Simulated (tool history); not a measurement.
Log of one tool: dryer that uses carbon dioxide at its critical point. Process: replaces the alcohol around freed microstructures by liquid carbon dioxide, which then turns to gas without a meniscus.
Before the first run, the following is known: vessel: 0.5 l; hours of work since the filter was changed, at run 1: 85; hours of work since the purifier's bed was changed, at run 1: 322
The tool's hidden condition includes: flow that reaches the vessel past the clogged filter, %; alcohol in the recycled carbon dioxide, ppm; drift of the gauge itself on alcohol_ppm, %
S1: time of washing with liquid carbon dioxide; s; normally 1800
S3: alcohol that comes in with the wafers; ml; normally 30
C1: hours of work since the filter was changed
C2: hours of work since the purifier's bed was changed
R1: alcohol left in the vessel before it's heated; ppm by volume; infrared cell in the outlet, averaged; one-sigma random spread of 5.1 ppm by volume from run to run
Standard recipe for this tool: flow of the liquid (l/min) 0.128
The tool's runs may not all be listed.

Run 1, hour 0: usual settings; C1 85; C2 322. Result: R1 87 ppm by volume.
Run 2, hour 12: usual settings; C1 90; C2 328. Result: R1 83 ppm by volume.
Run 3, hour 32.9: usual settings but S1 1140 s; C1 100; C2 337. Result: R1 768 ppm by volume.
Run 4, hour 55.6: usual settings but S1 1140 s; C1 110; C2 348. Result: R1 792 ppm by volume.
Run 5, hour 77.7: usual settings but S1 1140 s; C1 120; C2 358. Result: R1 778 ppm by volume.
Run 6, hour 98.5: usual settings but S1 1140 s; C1 130; C2 367. Result: R1 806 ppm by volume.
Run 7, hour 122.7: usual settings but S1 1140 s; C1 141; C2 378. Result: R1 812 ppm by volume.
Run 8, hour 140: usual settings but S1 1140 s; C1 149; C2 386. Result: R1 833 ppm by volume.
Run 9, hour 163: usual settings but S3 21 ml; C1 159; C2 397. Result: R1 87 ppm by volume.
Run 10, hour 183.7: usual settings but S3 21 ml; C1 168; C2 406. Result: R1 90 ppm by volume.
Run 11, hour 199.9: usual settings but S3 21 ml; C1 176; C2 413. Result: R1 93 ppm by volume.
Run 12, hour 216.1: usual settings but S3 21 ml; C1 183; C2 421. Result: R1 93 ppm by volume.
Run 13, hour 226.3: usual settings; C1 188; C2 425. Result: R1 107 ppm by volume.
Run 14, hour 240.1: usual settings; C1 194; C2 432. Result: R1 117 ppm by volume.
Run 15, hour 255: usual settings but S1 1260 s, flow of the liquid (l/min) 0.188, S3 51 ml; C1 201; C2 438. Result: R1 140 ppm by volume.
Run 16, hour 267.5: usual settings but S1 2040 s, flow of the liquid (l/min) 0.147, S3 53 ml; C1 206; C2 444. Result: R1 55 ppm by volume.
Run 17, hour 282.7: usual settings but S1 2040 s, flow of the liquid (l/min) 0.147, S3 53 ml; C1 213; C2 451. Result: R1 60 ppm by volume.
Run 18, hour 303.7: usual settings but S1 1740 s, flow of the liquid (l/min) 0.099, S3 78 ml; C1 223; C2 460. Result: R1 1107 ppm by volume.
Run 19, hour 322.1: usual settings but S1 1500 s, flow of the liquid (l/min) 0.172, S3 53 ml; C1 231; C2 469. Result: R1 109 ppm by volume.
Run 20, hour 342.1: usual settings but S1 1740 s, flow of the liquid (l/min) 0.154, S3 32 ml; C1 240; C2 478. Result: R1 75 ppm by volume.
Run 21, hour 361: usual settings but S1 1680 s, flow of the liquid (l/min) 0.215, S3 96 ml; C1 249; C2 487. Result: R1 48 ppm by volume.
Run 22, hour 373.7: usual settings but S1 2160 s; C1 255; C2 492. Result: R1 71 ppm by volume.
Run 23, hour 392.7: usual settings but S1 1380 s; C1 263; C2 501. Result: R1 428 ppm by volume.
Run 24, hour 404.7: usual settings but S1 1380 s; C1 269; C2 506. Result: R1 434 ppm by volume.
Run 25, hour 425.5: usual settings but S1 1380 s; C1 278; C2 516. Result: R1 449 ppm by volume.
Run 26, hour 447.3: usual settings but S1 1380 s, flow of the liquid (l/min) 0.198, S3 92 ml; C1 288; C2 526. Result: R1 129 ppm by volume.

Here are 5 independent what-if runs from the current tool condition. What would each one return?
Run A, hour 469.4: usual settings but S1 2220 s, flow of the liquid (l/min) 0.209, S3 92 ml; C1 298; C2 536. Result: R1 ?.
Run B, hour 469.4: usual settings but S3 82 ml; C1 298; C2 536. Result: R1 ?.
Run C, hour 469.4: usual settings but S1 1380 s, flow of the liquid (l/min) 0.198, S3 90 ml; C1 298; C2 536. Result: R1 ?.
Run D, hour 469.4: usual settings but flow of the liquid (l/min) 0.078; C1 298; C2 536. Result: R1 ?.
Run E, hour 469.4: usual settings but S1 2640 s, flow of the liquid (l/min) 0.085, S3 40 ml; C1 298; C2 536. Result: R1 ?.

run    R1
  A    60
  B   293
  C   127
  D  1194
  E   220
With the hidden condition removed and each run's random variation left untouched, the same runs would have given:
run   R1
  A   12
  B  126
  C   38
  D  767
  E   99
